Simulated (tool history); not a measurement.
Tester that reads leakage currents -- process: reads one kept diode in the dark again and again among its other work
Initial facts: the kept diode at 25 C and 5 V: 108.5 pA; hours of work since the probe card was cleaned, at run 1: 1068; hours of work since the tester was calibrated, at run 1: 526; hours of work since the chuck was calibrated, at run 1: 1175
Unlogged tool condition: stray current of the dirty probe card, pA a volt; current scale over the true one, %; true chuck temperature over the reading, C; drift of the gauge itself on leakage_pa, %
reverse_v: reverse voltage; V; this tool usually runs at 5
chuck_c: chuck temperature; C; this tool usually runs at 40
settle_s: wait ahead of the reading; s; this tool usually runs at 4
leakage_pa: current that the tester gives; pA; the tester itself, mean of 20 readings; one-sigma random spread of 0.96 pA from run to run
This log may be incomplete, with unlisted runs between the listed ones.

| run | hour | reverse_v | chuck_c | settle_s | hours of work since the probe card was cleaned | hours of work since the tester was calibrated | hours of work since the chuck was calibrated | leakage_pa |
|---|---|---|---|---|---|---|---|---|
| 1 | 0 | 5 | 40 | 4 | 1068 | 526 | 1175 | 324.42 |
| 2 | 147 | 1.14 | 40 | 4 | 1146 | 604 | 1252 | 195.4 |
|  | 232.6 | probe card cleaned and baked |
| 3 | 277 | 1.14 | 40 | 4 | 23 | 671 | 1319 | 191.74 |
| 4 | 403.8 | 1.14 | 40 | 4 | 90 | 738 | 1386 | 191.13 |
| 5 | 478.1 | 1.14 | 40 | 4 | 129 | 777 | 1425 | 191.19 |
| 6 | 609.9 | 1.14 | 40 | 4 | 199 | 846 | 1495 | 191.36 |
| 7 | 752.4 | 1.14 | 40 | 4 | 274 | 921 | 1570 | 190.78 |
| 8 | 816.6 | 1.14 | 40 | 4 | 308 | 955 | 1604 | 190.97 |
| 9 | 927.1 | 9.57 | 40 | 4.05 | 366 | 1014 | 1662 | 394.53 |
| 10 | 1022.6 | 10.91 | 36 | 0.49 | 416 | 1064 | 1712 | 322.95 |
| 11 | 1162.1 | 10.91 | 22 | 8.5 | 490 | 1137 | 1786 | 121.3 |
| 12 | 1225.9 | 1.09 | 39 | 0.67 | 524 | 1171 | 1819 | 177.21 |
| 13 | 1334.6 | 1.74 | 22 | 1.94 | 581 | 1228 | 1877 | 61.52 |
| 14 | 1452.3 | 3.55 | 60 | 2.06 | 643 | 1290 | 1939 | 1005.79 |
| 15 | 1528.6 | 1.68 | 25 | 0.68 | 683 | 1331 | 1979 | 76.79 |

Branching from run 15: 5 alternative next runs. What would each branch give?
| A | 1626.7 | 3.4 | 44 | 4 | 735 | 1382 | 2031 | ? |
| B | 1626.7 | 1.68 | 59 | 0.68 | 735 | 1382 | 2031 | ? |
| C | 1626.7 | 5.47 | 23 | 0.79 | 735 | 1382 | 2031 | ? |
| D | 1626.7 | 10.77 | 21 | 3.32 | 735 | 1382 | 2031 | ? |
| E | 1626.7 | 1.68 | 30 | 0.68 | 735 | 1382 | 2031 | ? |

| run | leakage_pa |
|---|---|
| A | 363.14 |
| B | 737.74 |
| C | 104.23 |
| D | 118.56 |
| E | 109.38 |
The same runs, with their run-to-run variation unchanged, on a tool lacking any hidden condition would have given:
| run | leakage_pa |
|---|---|
| A | 367.02 |
| B | 752.05 |
| C | 98.25 |
| D | 104.26 |
| E | 109.79 |
